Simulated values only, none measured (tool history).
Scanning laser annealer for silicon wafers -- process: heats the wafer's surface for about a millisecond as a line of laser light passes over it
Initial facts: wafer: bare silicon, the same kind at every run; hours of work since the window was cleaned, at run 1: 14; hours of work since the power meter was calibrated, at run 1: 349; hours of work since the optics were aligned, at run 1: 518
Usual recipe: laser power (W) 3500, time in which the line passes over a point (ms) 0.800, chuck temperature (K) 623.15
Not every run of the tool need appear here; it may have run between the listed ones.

| run | day | laser power (W) | time in which the line passes over a point (ms) | chuck temperature (K) | hours of work since the window was cleaned | hours of work since the power meter was calibrated | hours of work since the optics were aligned | highest temperature of the surface (K) |
|---|---|---|---|---|---|---|---|---|
| 1 | 0.000 | 3500 | 0.800 | 623.15 | 14 | 349 | 518 | 1376.15 |
| 2 | 0.700 | 3500 | 0.800 | 623.15 | 27 | 362 | 530 | 1377.15 |
| 3 | 1.129 | 3500 | 0.800 | 623.15 | 35 | 370 | 538 | 1371.15 |
| 4 | 1.783 | 3500 | 0.800 | 623.15 | 46 | 381 | 550 | 1376.15 |
| 5 | 2.067 | 3500 | 0.800 | 627.15 | 52 | 387 | 555 | 1373.15 |
| 6 | 2.492 | 3500 | 0.800 | 623.15 | 59 | 394 | 563 | 1371.15 |
| 7 | 3.150 | 3500 | 0.800 | 657.15 | 71 | 406 | 575 | 1402.15 |
| 8 | 3.500 | 3500 | 0.688 | 623.15 | 77 | 413 | 581 | 1315.15 |
| 9 | 3.908 | 3500 | 0.800 | 600.15 | 85 | 420 | 589 | 1343.15 |
| 10 | 4.517 | 3500 | 0.800 | 588.15 | 96 | 431 | 600 | 1329.15 |
| 11 | 4.942 | 3314 | 0.800 | 623.15 | 104 | 439 | 607 | 1317.15 |
| 12 | 5.517 | 3314 | 0.800 | 623.15 | 114 | 449 | 618 | 1317.15 |
| 13 | 6.125 | 3500 | 0.800 | 623.15 | 125 | 460 | 629 | 1360.15 |
| 14 | 6.642 | 3500 | 0.800 | 623.15 | 134 | 469 | 638 | 1359.15 |
| 15 | 7.142 | 3500 | 0.800 | 623.15 | 143 | 478 | 647 | 1362.15 |
| 16 | 7.562 | 3245 | 0.579 | 623.15 | 151 | 486 | 655 | 1199.15 |
| 17 | 7.875 | 3245 | 0.579 | 623.15 | 157 | 492 | 660 | 1199.15 |
| 18 | 8.483 | 3500 | 0.658 | 636.15 | 168 | 503 | 671 | 1302.15 |
| 19 | 8.771 | 3500 | 0.956 | 623.15 | 173 | 508 | 676 | 1426.15 |
| 20 | 9.379 | 3105 | 0.800 | 659.15 | 184 | 519 | 687 | 1295.15 |
| 21 | 9.767 | 3500 | 0.707 | 639.15 | 191 | 526 | 694 | 1327.15 |
| 22 | 10.192 | 3398 | 0.825 | 639.15 | 198 | 534 | 702 | 1353.15 |
| 23 | 10.888 | 3398 | 0.744 | 639.15 | 211 | 546 | 715 | 1317.15 |
| 24 | 11.558 | 3398 | 0.744 | 639.15 | 223 | 558 | 727 | 1316.15 |
| 25 | 11.904 | 3508 | 0.736 | 611.15 | 229 | 565 | 733 | 1310.15 |
| 26 | 12.188 | 3046 | 0.560 | 663.15 | 235 | 570 | 738 | 1182.15 |
| 27 | 12.746 | 3046 | 0.560 | 663.15 | 245 | 580 | 748 | 1179.15 |
| 28 | 13.067 | 3578 | 0.884 | 623.15 | 251 | 586 | 754 | 1403.15 |
| 29 | 13.533 | 3578 | 0.884 | 623.15 | 259 | 594 | 763 | 1404.15 |

Selected run-to-run steps in highest temperature of the surface (K), each split into two signed amounts: the part the tool would show with no hidden state at all (from settings, incoming material and random variation), and the remainder, which goes to the hidden state together with any gauge scatter not common to the measured and the hidden-state-free results:
Unlogged tool condition in this case: light that passes the window, % of a clean one's; laser's true power over the reading, %; width of the line over the set one, %; drift of the gauge itself on peak_c, C.
Run 15 -> 16: laser power (W) 3500 -> 3245, time in which the line passes over a point (ms) 0.800 -> 0.579. highest temperature of the surface (K) -163.00: hidden state +6.00, all else -169.00.
Run 25 -> 26: laser power (W) 3508 -> 3046, time in which the line passes over a point (ms) 0.736 -> 0.560, chuck temperature (K) 611.15 -> 663.15. highest temperature of the surface (K) -128.00: hidden state +8.00, all else -136.00.
Run 27 -> 28: laser power (W) 3046 -> 3578, time in which the line passes over a point (ms) 0.560 -> 0.884, chuck temperature (K) 663.15 -> 623.15. highest temperature of the surface (K) +224.00: hidden state -15.00, all else +239.00.
